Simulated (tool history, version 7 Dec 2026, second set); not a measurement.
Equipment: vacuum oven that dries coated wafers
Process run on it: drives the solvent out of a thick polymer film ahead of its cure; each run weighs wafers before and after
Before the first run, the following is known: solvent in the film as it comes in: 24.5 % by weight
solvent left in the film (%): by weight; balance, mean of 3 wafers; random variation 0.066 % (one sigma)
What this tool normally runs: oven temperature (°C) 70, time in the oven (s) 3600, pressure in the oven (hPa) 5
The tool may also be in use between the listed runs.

{"run": 1, "hour": 0.0, "oven temperature (°C)": 70, "time in the oven (s)": 3600, "pressure in the oven (hPa)": 5, "solvent left in the film (%)": 4.35}
{"run": 2, "hour": 59.0, "oven temperature (°C)": 70, "time in the oven (s)": 3600, "pressure in the oven (hPa)": 5, "solvent left in the film (%)": 4.23}
{"run": 3, "hour": 118.9, "oven temperature (°C)": 70, "time in the oven (s)": 3600, "pressure in the oven (hPa)": 5, "solvent left in the film (%)": 4.31}
{"hour": 152.3, "done": "oven's thermocouples calibrated"}
{"run": 4, "hour": 157.5, "oven temperature (°C)": 70, "time in the oven (s)": 3240, "pressure in the oven (hPa)": 5, "solvent left in the film (%)": 5.82}
{"run": 5, "hour": 238.3, "oven temperature (°C)": 70, "time in the oven (s)": 3240, "pressure in the oven (hPa)": 5, "solvent left in the film (%)": 5.81}
{"run": 6, "hour": 285.1, "oven temperature (°C)": 70, "time in the oven (s)": 3240, "pressure in the oven (hPa)": 5, "solvent left in the film (%)": 5.95}
{"run": 7, "hour": 339.9, "oven temperature (°C)": 70, "time in the oven (s)": 3240, "pressure in the oven (hPa)": 5, "solvent left in the film (%)": 5.86}
{"run": 8, "hour": 380.2, "oven temperature (°C)": 70, "time in the oven (s)": 3600, "pressure in the oven (hPa)": 5, "solvent left in the film (%)": 5.27}
{"run": 9, "hour": 456.0, "oven temperature (°C)": 70, "time in the oven (s)": 3600, "pressure in the oven (hPa)": 5, "solvent left in the film (%)": 5.32}
{"run": 10, "hour": 519.0, "oven temperature (°C)": 70, "time in the oven (s)": 3600, "pressure in the oven (hPa)": 5, "solvent left in the film (%)": 5.27}
{"run": 11, "hour": 563.0, "oven temperature (°C)": 70, "time in the oven (s)": 3600, "pressure in the oven (hPa)": 5, "solvent left in the film (%)": 5.44}
{"run": 12, "hour": 640.7, "oven temperature (°C)": 81, "time in the oven (s)": 3600, "pressure in the oven (hPa)": 5, "solvent left in the film (%)": 1.75}
{"run": 13, "hour": 685.4, "oven temperature (°C)": 81, "time in the oven (s)": 3600, "pressure in the oven (hPa)": 5, "solvent left in the film (%)": 1.65}
{"run": 14, "hour": 732.3, "oven temperature (°C)": 70, "time in the oven (s)": 4260, "pressure in the oven (hPa)": 5, "solvent left in the film (%)": 4.45}
{"run": 15, "hour": 792.8, "oven temperature (°C)": 70, "time in the oven (s)": 4260, "pressure in the oven (hPa)": 5, "solvent left in the film (%)": 4.33}
{"run": 16, "hour": 837.2, "oven temperature (°C)": 70, "time in the oven (s)": 3600, "pressure in the oven (hPa)": 5, "solvent left in the film (%)": 5.28}
{"run": 17, "hour": 894.6, "oven temperature (°C)": 61, "time in the oven (s)": 3600, "pressure in the oven (hPa)": 5, "solvent left in the film (%)": 10.58}
{"run": 18, "hour": 970.3, "oven temperature (°C)": 61, "time in the oven (s)": 3600, "pressure in the oven (hPa)": 5, "solvent left in the film (%)": 10.67}
{"run": 19, "hour": 1029.3, "oven temperature (°C)": 61, "time in the oven (s)": 3600, "pressure in the oven (hPa)": 5, "solvent left in the film (%)": 10.7}
{"run": 20, "hour": 1075.4, "oven temperature (°C)": 61, "time in the oven (s)": 3600, "pressure in the oven (hPa)": 5, "solvent left in the film (%)": 10.73}
{"run": 21, "hour": 1113.9, "oven temperature (°C)": 61, "time in the oven (s)": 3600, "pressure in the oven (hPa)": 5, "solvent left in the film (%)": 10.8}
{"run": 22, "hour": 1182.9, "oven temperature (°C)": 61, "time in the oven (s)": 3600, "pressure in the oven (hPa)": 5, "solvent left in the film (%)": 10.67}
{"run": 23, "hour": 1255.0, "oven temperature (°C)": 61, "time in the oven (s)": 3600, "pressure in the oven (hPa)": 5, "solvent left in the film (%)": 10.65}
{"run": 24, "hour": 1328.3, "oven temperature (°C)": 61, "time in the oven (s)": 3600, "pressure in the oven (hPa)": 5, "solvent left in the film (%)": 10.79}
{"run": 25, "hour": 1386.1, "oven temperature (°C)": 70, "time in the oven (s)": 4620, "pressure in the oven (hPa)": 7.61, "solvent left in the film (%)": 4.44}
{"run": 26, "hour": 1467.4, "oven temperature (°C)": 70, "time in the oven (s)": 4620, "pressure in the oven (hPa)": 7.61, "solvent left in the film (%)": 4.41}
{"hour": 1476.0, "done": "vacuum gauge cleaned of residue and calibrated"}
{"run": 27, "hour": 1504.3, "oven temperature (°C)": 70, "time in the oven (s)": 4620, "pressure in the oven (hPa)": 7.61, "solvent left in the film (%)": 2.65}
{"run": 28, "hour": 1537.2, "oven temperature (°C)": 63, "time in the oven (s)": 2040, "pressure in the oven (hPa)": 5.38, "solvent left in the film (%)": 11.51}
{"run": 29, "hour": 1570.3, "oven temperature (°C)": 63, "time in the oven (s)": 2040, "pressure in the oven (hPa)": 5.38, "solvent left in the film (%)": 11.37}
{"run": 30, "hour": 1629.9, "oven temperature (°C)": 66, "time in the oven (s)": 2940, "pressure in the oven (hPa)": 5.38, "solvent left in the film (%)": 6.96}
{"run": 31, "hour": 1685.4, "oven temperature (°C)": 66, "time in the oven (s)": 2940, "pressure in the oven (hPa)": 5.38, "solvent left in the film (%)": 6.97}
{"run": 32, "hour": 1765.5, "oven temperature (°C)": 58, "time in the oven (s)": 5160, "pressure in the oven (hPa)": 4.77, "solvent left in the film (%)": 8.11}
{"run": 33, "hour": 1809.5, "oven temperature (°C)": 69, "time in the oven (s)": 2820, "pressure in the oven (hPa)": 3.1, "solvent left in the film (%)": 5.39}
{"run": 34, "hour": 1869.8, "oven temperature (°C)": 60, "time in the oven (s)": 3780, "pressure in the oven (hPa)": 3.1, "solvent left in the film (%)": 8.63}
{"run": 35, "hour": 1923.7, "oven temperature (°C)": 59, "time in the oven (s)": 2340, "pressure in the oven (hPa)": 4.62, "solvent left in the film (%)": 12.76}
{"run": 36, "hour": 1966.8, "oven temperature (°C)": 76, "time in the oven (s)": 2340, "pressure in the oven (hPa)": 16.24, "solvent left in the film (%)": 4.02}
{"run": 37, "hour": 2028.8, "oven temperature (°C)": 70, "time in the oven (s)": 2280, "pressure in the oven (hPa)": 4.2, "solvent left in the film (%)": 6.16}
{"run": 38, "hour": 2109.6, "oven temperature (°C)": 70, "time in the oven (s)": 2280, "pressure in the oven (hPa)": 4.2, "solvent left in the film (%)": 6.18}
{"run": 39, "hour": 2166.4, "oven temperature (°C)": 66, "time in the oven (s)": 2280, "pressure in the oven (hPa)": 2.68, "solvent left in the film (%)": 8.52}
{"run": 40, "hour": 2202.7, "oven temperature (°C)": 65, "time in the oven (s)": 5820, "pressure in the oven (hPa)": 7.96, "solvent left in the film (%)": 3.84}
{"hour": 2273.7, "done": "oven's thermocouples calibrated"}
{"run": 41, "hour": 2282.1, "oven temperature (°C)": 65, "time in the oven (s)": 5820, "pressure in the oven (hPa)": 7.96, "solvent left in the film (%)": 5.08}
{"run": 42, "hour": 2322.6, "oven temperature (°C)": 72, "time in the oven (s)": 4020, "pressure in the oven (hPa)": 13.48, "solvent left in the film (%)": 4.06}
{"run": 43, "hour": 2356.0, "oven temperature (°C)": 72, "time in the oven (s)": 4020, "pressure in the oven (hPa)": 13.48, "solvent left in the film (%)": 4.05}
{"run": 44, "hour": 2389.7, "oven temperature (°C)": 58, "time in the oven (s)": 2400, "pressure in the oven (hPa)": 3.6, "solvent left in the film (%)": 14.15}
{"run": 45, "hour": 2455.0, "oven temperature (°C)": 58, "time in the oven (s)": 2400, "pressure in the oven (hPa)": 3.6, "solvent left in the film (%)": 14.13}
{"run": 46, "hour": 2503.4, "oven temperature (°C)": 67, "time in the oven (s)": 4560, "pressure in the oven (hPa)": 5, "solvent left in the film (%)": 4.97}
{"run": 47, "hour": 2574.8, "oven temperature (°C)": 67, "time in the oven (s)": 4800, "pressure in the oven (hPa)": 6.62, "solvent left in the film (%)": 4.84}

Results for each run, recomputed without the tool's hidden state and with each run's random variation untouched:
Hidden conditions of the tool in this case: true wafer temperature over the reading, C; true pressure over the reading, kPa; drift of the gauge itself on solvent_pct, %.
run=1 solvent_left_in_the_film_(%)=4.48
run=2 solvent_left_in_the_film_(%)=4.36
run=3 solvent_left_in_the_film_(%)=4.44
run=4 solvent_left_in_the_film_(%)=4.98
run=5 solvent_left_in_the_film_(%)=4.97
run=6 solvent_left_in_the_film_(%)=5.1
run=7 solvent_left_in_the_film_(%)=5.02
run=8 solvent_left_in_the_film_(%)=4.37
run=9 solvent_left_in_the_film_(%)=4.41
run=10 solvent_left_in_the_film_(%)=4.37
run=11 solvent_left_in_the_film_(%)=4.52
run=12 solvent_left_in_the_film_(%)=0.86
run=13 solvent_left_in_the_film_(%)=0.74
run=14 solvent_left_in_the_film_(%)=3.43
run=15 solvent_left_in_the_film_(%)=3.32
run=16 solvent_left_in_the_film_(%)=4.4
run=17 solvent_left_in_the_film_(%)=9.67
run=18 solvent_left_in_the_film_(%)=9.76
run=19 solvent_left_in_the_film_(%)=9.79
run=20 solvent_left_in_the_film_(%)=9.81
run=21 solvent_left_in_the_film_(%)=9.89
run=22 solvent_left_in_the_film_(%)=9.77
run=23 solvent_left_in_the_film_(%)=9.75
run=24 solvent_left_in_the_film_(%)=9.88
run=25 solvent_left_in_the_film_(%)=3.29
run=26 solvent_left_in_the_film_(%)=3.27
run=27 solvent_left_in_the_film_(%)=3.33
run=28 solvent_left_in_the_film_(%)=12.47
run=29 solvent_left_in_the_film_(%)=12.33
run=30 solvent_left_in_the_film_(%)=8.02
run=31 solvent_left_in_the_film_(%)=8.05
run=32 solvent_left_in_the_film_(%)=9.22
run=33 solvent_left_in_the_film_(%)=6.44
run=34 solvent_left_in_the_film_(%)=9.7
run=35 solvent_left_in_the_film_(%)=13.69
run=36 solvent_left_in_the_film_(%)=4.85
run=37 solvent_left_in_the_film_(%)=7.25
run=38 solvent_left_in_the_film_(%)=7.29
run=39 solvent_left_in_the_film_(%)=9.67
run=40 solvent_left_in_the_film_(%)=4.59
run=41 solvent_left_in_the_film_(%)=4.63
run=42 solvent_left_in_the_film_(%)=3.7
run=43 solvent_left_in_the_film_(%)=3.7
run=44 solvent_left_in_the_film_(%)=13.83
run=45 solvent_left_in_the_film_(%)=13.81
run=46 solvent_left_in_the_film_(%)=4.56
run=47 solvent_left_in_the_film_(%)=4.42
